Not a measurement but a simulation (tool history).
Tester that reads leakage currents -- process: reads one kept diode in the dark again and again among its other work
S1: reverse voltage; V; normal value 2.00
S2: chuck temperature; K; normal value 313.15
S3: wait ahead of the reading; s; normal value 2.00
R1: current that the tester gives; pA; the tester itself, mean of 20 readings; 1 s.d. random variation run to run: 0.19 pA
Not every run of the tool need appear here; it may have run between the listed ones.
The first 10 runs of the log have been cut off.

run 11 day=18.812 | S1=2.00 S2=313.15 S3=2.00 | R1=55.45
run 12 day=21.279 | S1=2.00 S2=313.15 S3=2.00 | R1=55.64
run 13 day=23.025 | S1=2.00 S2=313.15 S3=6.25 | R1=55.00
run 14 day=25.571 | S1=2.00 S2=313.15 S3=6.25 | R1=54.81
-- day=27.871 chuck's temperature calibrated
run 15 day=28.288 | S1=2.00 S2=313.15 S3=6.25 | R1=60.41
run 16 day=30.271 | S1=2.00 S2=313.15 S3=2.00 | R1=60.01
run 17 day=32.479 | S1=2.00 S2=333.15 S3=3.88 | R1=205.26
-- day=34.050 tester calibrated
run 18 day=34.246 | S1=18.26 S2=319.15 S3=0.53 | R1=206.21
run 19 day=36.225 | S1=13.73 S2=322.15 S3=1.28 | R1=216.16
run 20 day=37.688 | S1=2.00 S2=313.15 S3=2.21 | R1=61.25
run 21 day=39.104 | S1=1.00 S2=313.15 S3=2.00 | R1=48.45
run 22 day=40.775 | S1=2.64 S2=306.15 S3=1.24 | R1=43.04
run 23 day=43.008 | S1=2.00 S2=307.15 S3=7.65 | R1=41.14
run 24 day=44.708 | S1=19.84 S2=307.15 S3=2.03 | R1=103.19
run 25 day=46.067 | S1=1.24 S2=313.15 S3=1.40 | R1=51.45
run 26 day=47.483 | S1=5.00 S2=313.15 S3=0.89 | R1=85.05
run 27 day=48.700 | S1=7.63 S2=298.15 S3=1.65 | R1=39.88
run 28 day=49.858 | S1=7.63 S2=298.15 S3=1.68 | R1=40.00
run 29 day=52.288 | S1=2.81 S2=305.15 S3=0.48 | R1=41.92
run 30 day=53.500 | S1=2.81 S2=305.15 S3=0.48 | R1=41.78
run 31 day=54.846 | S1=1.35 S2=313.15 S3=2.00 | R1=52.73
run 32 day=56.779 | S1=3.14 S2=313.15 S3=2.00 | R1=70.48

Forecast each of these 4 alternatives for the next run:
run A day=58.829 | S1=3.57 S2=313.15 S3=8.25 | R1=?
run B day=58.829 | S1=5.18 S2=313.15 S3=0.47 | R1=?
run C day=58.829 | S1=14.62 S2=313.15 S3=2.00 | R1=?
run D day=58.829 | S1=2.00 S2=313.15 S3=6.47 | R1=?

run=A R1=73.40
run=B R1=87.18
run=C R1=128.02
run=D R1=60.03
Without the tool's hidden state the same runs would have given:
run=A R1=73.01
run=B R1=85.68
run=C R1=118.98
run=D R1=60.60

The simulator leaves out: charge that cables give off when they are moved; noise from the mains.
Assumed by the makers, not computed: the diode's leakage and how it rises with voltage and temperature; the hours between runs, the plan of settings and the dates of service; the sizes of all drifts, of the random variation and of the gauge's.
